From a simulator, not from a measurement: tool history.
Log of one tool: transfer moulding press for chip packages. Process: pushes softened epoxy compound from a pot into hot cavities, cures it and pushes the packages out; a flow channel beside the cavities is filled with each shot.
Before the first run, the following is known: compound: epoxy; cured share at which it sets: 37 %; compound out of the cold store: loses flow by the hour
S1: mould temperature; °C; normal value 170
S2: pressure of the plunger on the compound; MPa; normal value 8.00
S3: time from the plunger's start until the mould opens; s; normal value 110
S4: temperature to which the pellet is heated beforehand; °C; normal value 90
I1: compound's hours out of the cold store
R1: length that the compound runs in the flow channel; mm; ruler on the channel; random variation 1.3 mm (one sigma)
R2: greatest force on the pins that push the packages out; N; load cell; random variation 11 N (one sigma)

Run 1, hour 0.0: usual settings; I1 21.0. Result: R1 640 mm, R2 495 N.
Run 2, hour 23.9: usual settings; I1 8.7. Result: R1 668 mm, R2 647 N.
Run 3, hour 45.7: usual settings but S1 163 °C; I1 40.5. Result: R1 615 mm, R2 1038 N.
At hour 49.8: cavities cleaned with cleaning compound and waxed.
At hour 54.8: plunger's sealing rings changed.
Run 4, hour 74.9: usual settings but S1 163 °C; I1 16.7. Result: R1 689 mm, R2 1267 N.
Run 5, hour 95.7: usual settings but S3 133 s; I1 18.3. Result: R1 662 mm, R2 738 N.
At hour 103.7: cavities cleaned with cleaning compound and waxed.
Run 6, hour 121.8: usual settings but S4 97 °C; I1 43.6. Result: R1 607 mm, R2 605 N.
Run 7, hour 143.6: usual settings but S4 97 °C; I1 30.1. Result: R1 630 mm, R2 684 N.
At hour 151.0: cavities cleaned with cleaning compound and waxed, once more.
Run 8, hour 177.0: usual settings but S4 97 °C; I1 13.6. Result: R1 669 mm, R2 672 N.
Run 9, hour 194.6: usual settings but S4 97 °C; I1 22.5. Result: R1 647 mm, R2 693 N.
At hour 201.2: cavities cleaned with cleaning compound and waxed.
Run 10, hour 217.8: usual settings but S4 97 °C; I1 39.3. Result: R1 609 mm, R2 602 N.
Run 11, hour 236.5: usual settings but S4 97 °C; I1 9.5. Result: R1 674 mm, R2 708 N.
At hour 251.9: cavities cleaned with cleaning compound and waxed.
Run 12, hour 256.4: usual settings but S3 99 s, S4 97 °C; I1 26.5. Result: R1 634 mm, R2 601 N.
Run 13, hour 283.5: usual settings but S3 99 s, S4 97 °C; I1 17.3. Result: R1 653 mm, R2 797 N.
At hour 301.5: cavities cleaned with cleaning compound and waxed.
Run 14, hour 316.2: usual settings but S3 99 s, S4 97 °C; I1 28.1. Result: R1 627 mm, R2 676 N.
Run 15, hour 348.3: usual settings but S1 169 °C, S2 9.72 MPa, S3 96 s, S4 84 °C; I1 15.8. Result: R1 727 mm, R2 1013 N.
At hour 351.6: cavities cleaned with cleaning compound and waxed.
Run 16, hour 368.7: usual settings but S1 169 °C, S2 9.72 MPa, S3 96 s, S4 84 °C; I1 14.0. Result: R1 729 mm, R2 829 N.
At hour 375.9: plunger's sealing rings changed.
Run 17, hour 388.4: usual settings but S1 169 °C, S2 9.72 MPa, S3 96 s, S4 84 °C; I1 24.0. Result: R1 722 mm, R2 956 N.
At hour 404.0: cavities cleaned with cleaning compound and waxed.
Run 18, hour 407.1: usual settings but S1 169 °C, S2 9.72 MPa, S3 96 s, S4 84 °C; I1 9.0. Result: R1 762 mm, R2 741 N.
At hour 421.6: mould's thermocouples calibrated.
Run 19, hour 423.9: usual settings but S1 168 °C, S3 133 s; I1 8.0. Result: R1 691 mm, R2 534 N.
Run 20, hour 453.5: usual settings but S1 168 °C, S3 133 s; I1 37.0. Result: R1 624 mm, R2 623 N.
At hour 457.6: cavities cleaned with cleaning compound and waxed.
Run 21, hour 483.6: usual settings but S1 171 °C, S3 144 s; I1 40.8. Result: R1 606 mm, R2 548 N.
Run 22, hour 501.9: usual settings but S1 174 °C; I1 17.4. Result: R1 648 mm, R2 604 N.
At hour 507.8: cavities cleaned with cleaning compound and waxed.
Run 23, hour 521.7: usual settings but S1 174 °C; I1 27.9. Result: R1 623 mm, R2 524 N.
Run 24, hour 549.1: usual settings but S1 174 °C; I1 16.5. Result: R1 648 mm, R2 616 N.
At hour 558.9: cavities cleaned with cleaning compound and waxed.
Run 25, hour 581.5: usual settings but S2 7.02 MPa, S3 92 s, S4 88 °C; I1 32.7. Result: R1 578 mm, R2 825 N.
At hour 608.5: cavities cleaned with cleaning compound and waxed.
Run 26, hour 610.7: usual settings but S2 7.02 MPa, S3 92 s, S4 88 °C; I1 13.4. Result: R1 620 mm, R2 696 N.
Run 27, hour 631.3: usual settings but S1 169 °C, S2 6.90 MPa, S3 132 s, S4 88 °C; I1 9.5. Result: R1 628 mm, R2 555 N.

Each row is a separate what-if for the run after 27, all from the same tool condition, not one after another. Results?
At hour 659.9: cavities cleaned with cleaning compound and waxed.
Run A, hour 665.0: usual settings but S1 169 °C, S2 7.23 MPa, S3 149 s, S4 88 °C; I1 37.1. Result: R1 ?, R2 ?.
At hour 659.9: cavities cleaned with cleaning compound and waxed.
Run B, hour 665.0: usual settings but S1 169 °C, S2 6.90 MPa, S3 132 s, S4 88 °C; I1 16.4. Result: R1 ?, R2 ?.
At hour 659.9: cavities cleaned with cleaning compound and waxed.
Run C, hour 665.0: usual settings but S1 169 °C, S2 6.90 MPa, S3 149 s, S4 83 °C; I1 33.7. Result: R1 ?, R2 ?.

run   R1   R2
  A  579  448
  B  606  482
  C  575  450
With the hidden condition removed and each run's random variation left untouched, the same runs would have given:
run   R1   R2
  A  595  421
  B  623  452
  C  591  422
